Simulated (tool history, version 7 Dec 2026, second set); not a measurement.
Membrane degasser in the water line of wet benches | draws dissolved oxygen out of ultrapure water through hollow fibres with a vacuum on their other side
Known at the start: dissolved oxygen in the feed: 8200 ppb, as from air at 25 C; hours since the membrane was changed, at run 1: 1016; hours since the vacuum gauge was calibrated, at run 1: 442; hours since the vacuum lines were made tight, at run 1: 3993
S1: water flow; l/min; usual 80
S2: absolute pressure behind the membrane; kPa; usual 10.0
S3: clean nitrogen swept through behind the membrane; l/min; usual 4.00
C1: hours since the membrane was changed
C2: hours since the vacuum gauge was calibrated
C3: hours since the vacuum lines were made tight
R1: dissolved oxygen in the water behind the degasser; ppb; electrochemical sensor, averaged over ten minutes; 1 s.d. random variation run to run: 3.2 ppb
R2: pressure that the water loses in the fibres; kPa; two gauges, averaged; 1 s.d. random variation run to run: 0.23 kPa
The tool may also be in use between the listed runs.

Run 1, hour 0.0: usual settings; C1 1016; C2 442; C3 3993. Result: R1 320.6 ppb, R2 60.59 kPa.
Run 2, hour 33.6: usual settings but S3 2.52 l/min; C1 1050; C2 476; C3 4027. Result: R1 455.9 ppb, R2 60.30 kPa.
Run 3, hour 71.1: usual settings but S3 2.52 l/min; C1 1087; C2 513; C3 4064. Result: R1 465.0 ppb, R2 60.51 kPa.
Run 4, hour 119.9: usual settings but S3 2.52 l/min; C1 1136; C2 562; C3 4113. Result: R1 451.2 ppb, R2 60.33 kPa.
Run 5, hour 179.6: usual settings but S3 2.52 l/min; C1 1196; C2 622; C3 4173. Result: R1 459.9 ppb, R2 60.62 kPa.
Run 6, hour 235.0: usual settings but S1 64 l/min, S3 2.52 l/min; C1 1251; C2 677; C3 4228. Result: R1 372.1 ppb, R2 48.15 kPa.
Run 7, hour 289.0: usual settings but S1 64 l/min, S3 2.52 l/min; C1 1305; C2 731; C3 4282. Result: R1 371.5 ppb, R2 48.44 kPa.
At hour 321.6: seals of the vacuum lines changed.
Run 8, hour 343.3: usual settings but S1 64 l/min, S3 2.52 l/min; C1 1358; C2 783; C3 22. Result: R1 373.3 ppb, R2 48.62 kPa.
Run 9, hour 394.7: usual settings but S1 64 l/min, S3 1.76 l/min; C1 1409; C2 835; C3 73. Result: R1 492.1 ppb, R2 48.31 kPa.
Run 10, hour 439.1: usual settings but S2 14.1 kPa, S3 8.84 l/min; C1 1453; C2 879; C3 118. Result: R1 255.4 ppb, R2 61.18 kPa.
Run 11, hour 473.2: usual settings but S2 14.1 kPa, S3 8.84 l/min; C1 1488; C2 913; C3 152. Result: R1 256.5 ppb, R2 60.88 kPa.
Run 12, hour 511.5: usual settings but S1 105 l/min, S3 5.53 l/min; C1 1526; C2 952; C3 190. Result: R1 337.5 ppb, R2 79.51 kPa.
Run 13, hour 538.2: usual settings but S1 105 l/min, S3 5.53 l/min; C1 1553; C2 978; C3 217. Result: R1 341.1 ppb, R2 80.03 kPa.
Run 14, hour 594.6: usual settings but S3 3.63 l/min; C1 1609; C2 1035; C3 273. Result: R1 342.9 ppb, R2 61.13 kPa.
Run 15, hour 635.6: usual settings but S1 94 l/min, S2 13.5 kPa; C1 1650; C2 1076; C3 314. Result: R1 549.5 ppb, R2 71.56 kPa.
Run 16, hour 692.6: usual settings but S1 69 l/min, S2 12.5 kPa, S3 4.17 l/min; C1 1707; C2 1133; C3 371. Result: R1 353.4 ppb, R2 52.66 kPa.
Run 17, hour 717.0: usual settings but S1 69 l/min, S2 12.5 kPa, S3 4.17 l/min; C1 1731; C2 1157; C3 395. Result: R1 353.5 ppb, R2 52.36 kPa.

Branching from run 17: 3 alternative next runs. What would each branch give?
Run A, hour 743.9: usual settings but S2 7.9 kPa; C1 1758; C2 1184; C3 422. Result: R1 ?, R2 ?.
Run B, hour 743.9: usual settings but S1 83 l/min, S2 7.6 kPa, S3 7.37 l/min; C1 1758; C2 1184; C3 422. Result: R1 ?, R2 ?.
Run C, hour 743.9: usual settings but S1 71 l/min, S3 2.77 l/min; C1 1758; C2 1184; C3 422. Result: R1 ?, R2 ?.

run     R1     R2
  A  231.5  60.87
  B  146.9  63.17
  C  382.3  53.95
The same runs, with their run-to-run variation unchanged, on a tool lacking any hidden condition would have given:
run     R1     R2
  A  226.7  59.93
  B  142.7  62.20
  C  377.6  53.12

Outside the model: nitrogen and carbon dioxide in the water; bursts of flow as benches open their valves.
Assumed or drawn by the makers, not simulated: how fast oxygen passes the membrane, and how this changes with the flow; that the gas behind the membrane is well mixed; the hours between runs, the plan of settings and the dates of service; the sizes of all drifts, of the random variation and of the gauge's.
